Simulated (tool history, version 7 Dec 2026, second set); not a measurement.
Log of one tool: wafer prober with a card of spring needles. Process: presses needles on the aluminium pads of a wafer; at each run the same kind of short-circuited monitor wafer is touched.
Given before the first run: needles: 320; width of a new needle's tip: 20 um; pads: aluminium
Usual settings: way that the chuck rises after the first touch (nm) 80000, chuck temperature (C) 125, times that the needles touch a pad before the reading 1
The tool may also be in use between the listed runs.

run,hour,way that the chuck rises after the first touch (nm),chuck temperature (C),times that the needles touch a pad before the reading,resistance of one needle with its contact and lead (mohm),way that a needle slides on the pad (nm)
1,0.0,80000,125,1,218,10320
# hour 10.9: tips cleaned on abrasive film
# hour 24.5: tips cleaned on abrasive film
# hour 38.2: tips cleaned on abrasive film
2,44.3,80000,125,1,241,10330
# hour 47.3: height of the first contact set anew
# hour 50.1: tips cleaned on abrasive film
# hour 61.0: tips cleaned on abrasive film
# hour 74.6: tips cleaned on abrasive film
3,84.5,80000,125,1,258,10430
# hour 87.3: tips cleaned on abrasive film
# hour 98.2: tips cleaned on abrasive film
# hour 109.1: tips cleaned on abrasive film
# hour 122.6: tips cleaned on abrasive film
# hour 136.2: tips cleaned on abrasive film
4,145.1,80000,125,1,256,10380
# hour 147.9: tips cleaned on abrasive film
# hour 158.8: tips cleaned on abrasive film
# hour 172.3: tips cleaned on abrasive film
# hour 183.2: tips cleaned on abrasive film
# hour 194.1: tips cleaned on abrasive film
# hour 206.4: tips cleaned on abrasive film
5,206.4,80000,125,1,220,10420
# hour 220.0: tips cleaned on abrasive film
# hour 230.9: tips cleaned on abrasive film
6,236.3,80000,125,1,250,10380
# hour 244.5: tips cleaned on abrasive film
# hour 255.4: tips cleaned on abrasive film
# hour 266.3: tips cleaned on abrasive film
7,267.5,84000,125,1,226,10850
# hour 278.4: tips cleaned on abrasive film
# hour 292.0: tips cleaned on abrasive film
# hour 305.6: tips cleaned on abrasive film
8,313.6,84000,125,1,248,10820
# hour 319.1: tips cleaned on abrasive film
# hour 332.7: tips cleaned on abrasive film
# hour 346.3: tips cleaned on abrasive film
# hour 359.9: tips cleaned on abrasive film
# hour 365.6: height of the first contact set anew
# hour 373.8: tips cleaned on abrasive film
9,374.8,80000,125,1,232,10500
# hour 385.6: tips cleaned on abrasive film
# hour 396.5: tips cleaned on abrasive film
# hour 407.4: tips cleaned on abrasive film
10,416.5,80000,125,2,242,10440
# hour 419.3: tips cleaned on abrasive film
# hour 430.2: tips cleaned on abrasive film
# hour 441.1: tips cleaned on abrasive film
# hour 454.7: tips cleaned on abrasive film
11,459.9,80000,125,2,236,10430
# hour 468.1: tips cleaned on abrasive film
# hour 479.0: tips cleaned on abrasive film
12,486.7,80000,125,2,238,10410
# hour 492.2: tips cleaned on abrasive film
# hour 503.1: tips cleaned on abrasive film
# hour 514.0: tips cleaned on abrasive film
13,516.4,80000,125,2,227,10360
# hour 527.3: tips cleaned on abrasive film
# hour 538.2: tips cleaned on abrasive film
# hour 551.8: tips cleaned on abrasive film
14,557.9,77000,125,1,251,10000
# hour 563.4: tips cleaned on abrasive film
# hour 576.9: tips cleaned on abrasive film
# hour 587.8: tips cleaned on abrasive film
# hour 598.7: tips cleaned on abrasive film
15,608.7,80000,29,2,229,10360
# hour 611.5: tips cleaned on abrasive film
# hour 622.4: tips cleaned on abrasive film
# hour 636.0: tips cleaned on abrasive film
# hour 647.0: tips cleaned on abrasive film
16,653.9,87000,66,1,237,11260
# hour 659.4: tips cleaned on abrasive film
# hour 673.0: tips cleaned on abrasive film
# hour 683.9: tips cleaned on abrasive film
# hour 684.2: height of the first contact set anew
# hour 695.1: tips cleaned on abrasive film
# hour 708.7: tips cleaned on abrasive film
17,710.0,87000,66,1,216,11440
# hour 720.9: tips cleaned on abrasive film
# hour 734.5: tips cleaned on abrasive film
# hour 745.4: tips cleaned on abrasive film
# hour 759.0: tips cleaned on abrasive film
18,763.9,69000,47,2,230,9000
# hour 772.1: tips cleaned on abrasive film
# hour 785.5: tips cleaned on abrasive film
# hour 799.0: tips cleaned on abrasive film
# hour 812.6: tips cleaned on abrasive film
19,816.5,69000,47,2,217,8970
# hour 824.7: tips cleaned on abrasive film
# hour 838.2: tips cleaned on abrasive film
# hour 851.8: tips cleaned on abrasive film
# hour 862.7: tips cleaned on abrasive film
20,869.4,69000,47,2,228,8920
# hour 874.9: tips cleaned on abrasive film
# hour 888.6: tips cleaned on abrasive film
# hour 899.5: tips cleaned on abrasive film
# hour 913.1: tips cleaned on abrasive film
# hour 926.6: tips cleaned on abrasive film
21,928.6,67000,120,3,230,8650
# hour 939.5: tips cleaned on abrasive film
# hour 950.4: tips cleaned on abrasive film
# hour 963.9: tips cleaned on abrasive film
22,963.9,67000,120,3,225,8600
# hour 974.9: tips cleaned on abrasive film
# hour 985.8: tips cleaned on abrasive film
# hour 996.7: tips cleaned on abrasive film
# hour 1002.4: height of the first contact set anew
# hour 1007.9: tips cleaned on abrasive film
# hour 1021.4: tips cleaned on abrasive film
23,1026.7,80000,125,1,245,10500
# hour 1034.9: tips cleaned on abrasive film
# hour 1048.5: tips cleaned on abrasive film
# hour 1062.1: tips cleaned on abrasive film
# hour 1075.7: tips cleaned on abrasive film
24,1085.1,80000,125,1,260,10420
# hour 1087.9: tips cleaned on abrasive film
# hour 1098.8: tips cleaned on abrasive film
# hour 1109.7: tips cleaned on abrasive film
25,1118.4,72000,41,1,253,9390
# hour 1121.2: tips cleaned on abrasive film
# hour 1132.1: tips cleaned on abrasive film
# hour 1145.6: tips cleaned on abrasive film
# hour 1159.2: tips cleaned on abrasive film
# hour 1170.1: tips cleaned on abrasive film
26,1174.1,72000,41,1,230,9320
# hour 1182.3: tips cleaned on abrasive film
# hour 1193.2: tips cleaned on abrasive film
# hour 1204.1: tips cleaned on abrasive film
# hour 1217.6: tips cleaned on abrasive film
27,1225.0,69000,125,1,274,8950

Measured minus without-hidden-state, run by run (identical run-to-run variation in each term; gauge scatter may differ):
Hidden state at play: debris on the tips, nm; way that the needles fall short of the set height, um; tips' diameter, um; drift of the gauge itself on contact_mohm, %; drift of the gauge itself on scrub_um, %.
run,resistance of one needle with its contact and lead (mohm),way that a needle slides on the pad (nm)
1,+4,-140
2,+26,-170
3,+38,-20
4,+36,-40
5,+4,-80
6,+27,-90
7,+9,-110
8,+31,-120
9,+10,+0
10,+24,-30
11,+17,-60
12,+20,-60
13,+9,-80
14,+32,-90
15,+30,-110
16,+30,-140
17,+10,-10
18,+24,-30
19,+17,-70
20,+27,-90
21,+10,-120
22,+4,-130
23,+28,-10
24,+44,-40
25,+53,-50
26,+32,-80
27,+49,-110

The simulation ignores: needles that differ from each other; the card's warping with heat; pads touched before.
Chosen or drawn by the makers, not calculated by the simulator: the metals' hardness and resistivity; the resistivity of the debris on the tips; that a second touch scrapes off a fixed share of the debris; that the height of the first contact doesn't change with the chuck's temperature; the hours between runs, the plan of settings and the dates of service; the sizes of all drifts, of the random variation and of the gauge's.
